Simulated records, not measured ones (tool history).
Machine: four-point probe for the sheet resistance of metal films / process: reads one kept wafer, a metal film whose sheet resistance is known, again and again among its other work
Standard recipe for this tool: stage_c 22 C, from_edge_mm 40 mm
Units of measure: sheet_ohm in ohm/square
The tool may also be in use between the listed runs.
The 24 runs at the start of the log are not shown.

run   hour  stage_c  from_edge_mm  touches since the probe head was changed  hours of work since the stage's thermometer was calibrated  sheet_ohm
 25  406.5       29            22                                     31253                                                         867  16.722074
 26  426.3       29            11                                     32387                                                         882  16.817514
 27  441.9       29            11                                     33281                                                         893  16.813599
 28  462.7       27            11                                     34470                                                         909  16.844193
 29  484.8       19            40                                     35739                                                         925  16.865982
 30  497.9       24            51                                     36487                                                         935  16.781790
 31  520.9       24            51                                     37808                                                         952  16.781480
     523.3  -- stage's thermometer calibrated
 32  539.1       23            29                                     38824                                                          12  16.799049
 33  551.2       23            29                                     39513                                                          21  16.801152
 34  562.7       27             3                                     40175                                                          29  18.179831
 35  575.7       27             3                                     40917                                                          39  18.180681
 36  598.7       33             5                                     42239                                                          56  17.181330
 37  610.2       33             5                                     42893                                                          65  17.192402
 38  623.6       33             5                                     43662                                                          75  17.185309
 39  637.7       30            11                                     44474                                                          85  16.793702
 40  663.4       22            32                                     45946                                                         104  16.813658
     666.1  -- stage's thermometer calibrated, once more
 41  685.8       27             9                                     47201                                                          15  16.922498
 42  699.3       31             9                                     47975                                                          25  16.858519
 43  720.2       18            45                                     49173                                                          40  16.905264
 44  744.0       18            45                                     50537                                                          58  16.905201

Each row is a separate what-if for the run after 44, all from the same tool condition, not one after another. Results?
  A  757.2       22            37                                     51291                                                          68          ?
  B  757.2       27            12                                     51291                                                          68          ?
  C  757.2       24            45                                     51291                                                          68          ?
  D  757.2       24            20                                     51291                                                          68          ?
  E  757.2       22             9                                     51291                                                          68          ?

run  sheet_ohm
  A  16.837400
  B  16.849680
  C  16.807487
  D  16.824334
  E  17.012449
The same runs, with their run-to-run variation unchanged, on a tool lacking any hidden condition would have given:
run  sheet_ohm
  A  16.800068
  B  16.812351
  C  16.770226
  D  16.787040
  E  16.974757

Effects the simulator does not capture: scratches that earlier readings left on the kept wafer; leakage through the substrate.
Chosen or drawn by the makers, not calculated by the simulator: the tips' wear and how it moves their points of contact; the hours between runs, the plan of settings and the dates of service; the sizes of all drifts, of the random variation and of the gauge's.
